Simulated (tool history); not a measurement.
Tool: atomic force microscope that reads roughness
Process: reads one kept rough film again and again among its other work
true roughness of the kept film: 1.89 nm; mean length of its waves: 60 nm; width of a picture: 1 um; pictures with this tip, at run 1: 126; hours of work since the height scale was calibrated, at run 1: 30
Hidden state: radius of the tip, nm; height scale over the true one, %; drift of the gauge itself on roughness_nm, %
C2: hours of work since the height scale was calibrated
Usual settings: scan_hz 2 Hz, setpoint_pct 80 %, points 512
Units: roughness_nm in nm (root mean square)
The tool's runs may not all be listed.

run 1 hour=0 | scan_hz=2 setpoint_pct=80 points=512 | pictures_with_this_tip=126 C2=30 | roughness_nm=1.701
run 2 hour=15.3 | scan_hz=2 setpoint_pct=80 points=512 | pictures_with_this_tip=155 C2=41 | roughness_nm=1.689
run 3 hour=35 | scan_hz=1.67 setpoint_pct=80 points=512 | pictures_with_this_tip=192 C2=56 | roughness_nm=1.703
-- hour=36.6 new tip fitted
run 4 hour=53.5 | scan_hz=1.67 setpoint_pct=80 points=512 | pictures_with_this_tip=32 C2=70 | roughness_nm=1.751
run 5 hour=72.5 | scan_hz=1.67 setpoint_pct=80 points=512 | pictures_with_this_tip=68 C2=84 | roughness_nm=1.746
run 6 hour=83.4 | scan_hz=1.67 setpoint_pct=80 points=512 | pictures_with_this_tip=88 C2=92 | roughness_nm=1.728
run 7 hour=101.2 | scan_hz=2 setpoint_pct=80 points=1024 | pictures_with_this_tip=122 C2=106 | roughness_nm=1.716
run 8 hour=121.5 | scan_hz=2 setpoint_pct=80 points=1024 | pictures_with_this_tip=160 C2=121 | roughness_nm=1.701
-- hour=141.2 new tip fitted
run 9 hour=142.1 | scan_hz=2 setpoint_pct=80 points=1024 | pictures_with_this_tip=1 C2=136 | roughness_nm=1.737
run 10 hour=161.4 | scan_hz=2 setpoint_pct=80 points=1024 | pictures_with_this_tip=38 C2=151 | roughness_nm=1.74
run 11 hour=173.5 | scan_hz=2 setpoint_pct=80 points=1024 | pictures_with_this_tip=61 C2=160 | roughness_nm=1.728
run 12 hour=183.4 | scan_hz=2 setpoint_pct=80 points=512 | pictures_with_this_tip=79 C2=168 | roughness_nm=1.712
run 13 hour=199.1 | scan_hz=2 setpoint_pct=57 points=512 | pictures_with_this_tip=109 C2=180 | roughness_nm=1.814
run 14 hour=215 | scan_hz=2 setpoint_pct=57 points=512 | pictures_with_this_tip=139 C2=192 | roughness_nm=1.801
run 15 hour=230.1 | scan_hz=2 setpoint_pct=80 points=951 | pictures_with_this_tip=167 C2=203 | roughness_nm=1.701
-- hour=245.2 new tip fitted
run 16 hour=247.1 | scan_hz=2 setpoint_pct=80 points=512 | pictures_with_this_tip=4 C2=216 | roughness_nm=1.732
run 17 hour=256.2 | scan_hz=2 setpoint_pct=73 points=512 | pictures_with_this_tip=21 C2=222 | roughness_nm=1.776
run 18 hour=269.5 | scan_hz=2 setpoint_pct=80 points=512 | pictures_with_this_tip=46 C2=232 | roughness_nm=1.736
run 19 hour=286 | scan_hz=2.87 setpoint_pct=80 points=275 | pictures_with_this_tip=77 C2=245 | roughness_nm=1.673
run 20 hour=304.6 | scan_hz=2 setpoint_pct=56 points=392 | pictures_with_this_tip=112 C2=259 | roughness_nm=1.808
run 21 hour=317.7 | scan_hz=2 setpoint_pct=80 points=629 | pictures_with_this_tip=137 C2=269 | roughness_nm=1.713
run 22 hour=337.8 | scan_hz=0.71 setpoint_pct=79 points=465 | pictures_with_this_tip=175 C2=284 | roughness_nm=1.779
-- hour=348.9 new tip fitted
run 23 hour=356.5 | scan_hz=0.71 setpoint_pct=79 points=465 | pictures_with_this_tip=14 C2=298 | roughness_nm=1.822
run 24 hour=368 | scan_hz=0.67 setpoint_pct=80 points=466 | pictures_with_this_tip=36 C2=307 | roughness_nm=1.815
run 25 hour=376.3 | scan_hz=0.67 setpoint_pct=80 points=466 | pictures_with_this_tip=52 C2=313 | roughness_nm=1.817
run 26 hour=392.3 | scan_hz=0.67 setpoint_pct=80 points=466 | pictures_with_this_tip=82 C2=325 | roughness_nm=1.801
run 27 hour=403.7 | scan_hz=0.67 setpoint_pct=80 points=466 | pictures_with_this_tip=103 C2=334 | roughness_nm=1.789
run 28 hour=416.3 | scan_hz=1.01 setpoint_pct=61 points=536 | pictures_with_this_tip=127 C2=343 | roughness_nm=1.83
run 29 hour=436.2 | scan_hz=2.09 setpoint_pct=74 points=512 | pictures_with_this_tip=165 C2=358 | roughness_nm=1.741
run 30 hour=445 | scan_hz=0.57 setpoint_pct=56 points=521 | pictures_with_this_tip=181 C2=365 | roughness_nm=1.827
-- hour=452.7 new tip fitted
run 31 hour=459.2 | scan_hz=2.32 setpoint_pct=80 points=415 | pictures_with_this_tip=12 C2=375 | roughness_nm=1.72
run 32 hour=469.9 | scan_hz=2.32 setpoint_pct=80 points=415 | pictures_with_this_tip=32 C2=383 | roughness_nm=1.723
run 33 hour=480 | scan_hz=2.32 setpoint_pct=80 points=415 | pictures_with_this_tip=52 C2=391 | roughness_nm=1.714
run 34 hour=488.7 | scan_hz=3.25 setpoint_pct=84 points=298 | pictures_with_this_tip=68 C2=398 | roughness_nm=1.614
run 35 hour=506 | scan_hz=3.25 setpoint_pct=84 points=298 | pictures_with_this_tip=101 C2=411 | roughness_nm=1.606

Forecast each of these 5 alternatives for the next run:
run A hour=514.3 | scan_hz=1.73 setpoint_pct=81 points=562 | pictures_with_this_tip=116 C2=417 | roughness_nm=?
run B hour=514.3 | scan_hz=2.99 setpoint_pct=84 points=298 | pictures_with_this_tip=116 C2=417 | roughness_nm=?
run C hour=514.3 | scan_hz=0.96 setpoint_pct=85 points=500 | pictures_with_this_tip=116 C2=417 | roughness_nm=?
run D hour=514.3 | scan_hz=2.43 setpoint_pct=84 points=298 | pictures_with_this_tip=116 C2=417 | roughness_nm=?
run E hour=514.3 | scan_hz=2.64 setpoint_pct=71 points=512 | pictures_with_this_tip=116 C2=417 | roughness_nm=?

run=A roughness_nm=1.731
run=B roughness_nm=1.623
run=C roughness_nm=1.773
run=D roughness_nm=1.651
run=E roughness_nm=1.738
Without the tool's hidden state the same runs would have given:
run=A roughness_nm=1.747
run=B roughness_nm=1.638
run=C roughness_nm=1.789
run=D roughness_nm=1.666
run=E roughness_nm=1.754
